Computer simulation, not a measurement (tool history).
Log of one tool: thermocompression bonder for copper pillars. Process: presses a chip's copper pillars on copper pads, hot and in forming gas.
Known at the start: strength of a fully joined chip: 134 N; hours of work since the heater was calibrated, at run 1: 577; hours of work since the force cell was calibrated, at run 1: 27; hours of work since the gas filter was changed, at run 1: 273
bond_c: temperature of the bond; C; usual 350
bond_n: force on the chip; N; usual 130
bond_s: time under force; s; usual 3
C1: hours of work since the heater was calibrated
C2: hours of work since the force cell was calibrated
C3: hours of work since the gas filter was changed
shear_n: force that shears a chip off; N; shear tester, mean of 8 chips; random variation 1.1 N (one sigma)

Run 1, hour 0.0: usual settings; C1 577; C2 27; C3 273. Result: shear_n 87.1 N.
Run 2, hour 5.6: usual settings; C1 580; C2 31; C3 277. Result: shear_n 87.1 N.
Run 3, hour 11.0: usual settings; C1 584; C2 34; C3 281. Result: shear_n 88.6 N.
Run 4, hour 21.1: usual settings but bond_s 5 s; C1 591; C2 41; C3 287. Result: shear_n 97.2 N.
Run 5, hour 26.8: usual settings but bond_c 344 C; C1 595; C2 45; C3 291. Result: shear_n 83.1 N.
Run 6, hour 34.6: usual settings but bond_c 369 C; C1 600; C2 50; C3 296. Result: shear_n 97.0 N.
Run 7, hour 43.2: usual settings but bond_c 368 C; C1 606; C2 56; C3 302. Result: shear_n 94.2 N.
Run 8, hour 47.8: usual settings; C1 609; C2 59; C3 305. Result: shear_n 86.1 N.
Run 9, hour 53.5: usual settings; C1 613; C2 63; C3 309. Result: shear_n 87.6 N.
Run 10, hour 61.3: usual settings; C1 618; C2 68; C3 314. Result: shear_n 85.5 N.
Run 11, hour 67.5: usual settings; C1 622; C2 72; C3 319. Result: shear_n 86.3 N.
Run 12, hour 76.6: usual settings; C1 628; C2 78; C3 325. Result: shear_n 85.8 N.
Run 13, hour 86.4: usual settings but bond_s 7 s; C1 635; C2 85; C3 331. Result: shear_n 101.1 N.
Run 14, hour 91.3: usual settings but bond_s 7 s; C1 638; C2 88; C3 335. Result: shear_n 102.1 N.
Run 15, hour 100.8: usual settings but bond_s 7 s; C1 644; C2 95; C3 341. Result: shear_n 100.5 N.
Run 16, hour 105.1: usual settings but bond_s 7 s; C1 647; C2 98; C3 344. Result: shear_n 102.3 N.
Run 17, hour 114.7: usual settings but bond_s 7 s; C1 654; C2 104; C3 350. Result: shear_n 104.0 N.
Run 18, hour 122.3: usual settings but bond_s 7 s; C1 659; C2 109; C3 355. Result: shear_n 101.8 N.
At hour 125.5: forming gas filter changed.
Run 19, hour 131.0: usual settings but bond_s 7 s; C1 664; C2 115; C3 4. Result: shear_n 112.7 N.
Run 20, hour 135.3: usual settings but bond_c 323 C; C1 667; C2 118; C3 7. Result: shear_n 76.6 N.
Run 21, hour 142.9: usual settings but bond_c 323 C; C1 672; C2 123; C3 12. Result: shear_n 76.8 N.
Run 22, hour 147.5: usual settings but bond_c 323 C; C1 675; C2 126; C3 15. Result: shear_n 74.3 N.
Run 23, hour 156.6: usual settings but bond_c 348 C; C1 681; C2 132; C3 21. Result: shear_n 92.1 N.
Run 24, hour 161.9: usual settings but bond_c 348 C, bond_n 98 N; C1 685; C2 135; C3 24. Result: shear_n 81.0 N.
Run 25, hour 169.5: usual settings but bond_c 348 C, bond_n 98 N; C1 690; C2 141; C3 30. Result: shear_n 83.2 N.
Run 26, hour 178.8: usual settings but bond_c 348 C, bond_n 98 N; C1 696; C2 147; C3 36. Result: shear_n 81.7 N.
Run 27, hour 188.8: usual settings but bond_c 374 C, bond_n 91 N, bond_s 7 s; C1 703; C2 153; C3 42. Result: shear_n 111.8 N.
At hour 190.7: force cell calibrated.
Run 28, hour 194.3: usual settings but bond_c 374 C, bond_s 7 s; C1 706; C2 2; C3 45. Result: shear_n 122.0 N.
Run 29, hour 199.8: usual settings but bond_c 357 C, bond_s 5 s; C1 709; C2 6; C3 49. Result: shear_n 107.0 N.
Run 30, hour 206.9: usual settings but bond_s 2 s; C1 714; C2 11; C3 54. Result: shear_n 82.9 N.
Run 31, hour 213.1: usual settings but bond_c 377 C, bond_n 146 N; C1 718; C2 15; C3 58. Result: shear_n 111.9 N.
Run 32, hour 217.9: usual settings but bond_s 6 s; C1 722; C2 18; C3 61. Result: shear_n 110.3 N.
Run 33, hour 224.5: usual settings but bond_c 336 C, bond_n 190 N, bond_s 6 s; C1 726; C2 23; C3 65. Result: shear_n 110.6 N.
At hour 235.3: force cell calibrated, once more.
Run 34, hour 235.7: usual settings but bond_c 336 C, bond_n 121 N, bond_s 6 s; C1 733; C2 0; C3 72. Result: shear_n 97.2 N.
Run 35, hour 242.0: usual settings but bond_c 336 C, bond_n 121 N, bond_s 6 s; C1 737; C2 5; C3 76. Result: shear_n 97.5 N.
Run 36, hour 248.0: usual settings but bond_c 336 C, bond_n 121 N, bond_s 6 s; C1 741; C2 9; C3 80. Result: shear_n 97.7 N.
Run 37, hour 253.7: usual settings but bond_c 369 C; C1 745; C2 12; C3 84. Result: shear_n 103.1 N.
At hour 260.3: heater calibrated with a thermocouple chip.
Run 38, hour 263.2: usual settings but bond_c 369 C, bond_n 94 N, bond_s 4 s; C1 2; C2 17; C3 89. Result: shear_n 95.3 N.
Run 39, hour 270.3: usual settings but bond_c 326 C, bond_n 97 N; C1 7; C2 22; C3 94. Result: shear_n 62.0 N.
Run 40, hour 275.1: usual settings but bond_c 369 C, bond_n 101 N, bond_s 5 s; C1 10; C2 25; C3 97. Result: shear_n 103.8 N.
Run 41, hour 283.4: usual settings but bond_c 354 C, bond_n 127 N, bond_s 2 s; C1 15; C2 31; C3 103. Result: shear_n 81.6 N.

3 ways to go on from here, each from the tool as it stands after run 41. What would each give?
Run A, hour 289.1: usual settings but bond_c 345 C, bond_n 142 N, bond_s 2 s; C1 19; C2 35; C3 106. Result: shear_n ?.
Run B, hour 289.1: usual settings but bond_c 373 C, bond_n 114 N, bond_s 2 s; C1 19; C2 35; C3 106. Result: shear_n ?.
Run C, hour 289.1: usual settings but bond_c 354 C, bond_n 88 N, bond_s 4 s; C1 19; C2 35; C3 106. Result: shear_n ?.

run  shear_n
  A     81.1
  B     85.2
  C     84.0
Without the tool's hidden state the same runs would have given:
run  shear_n
  A     84.2
  B     88.5
  C     87.2
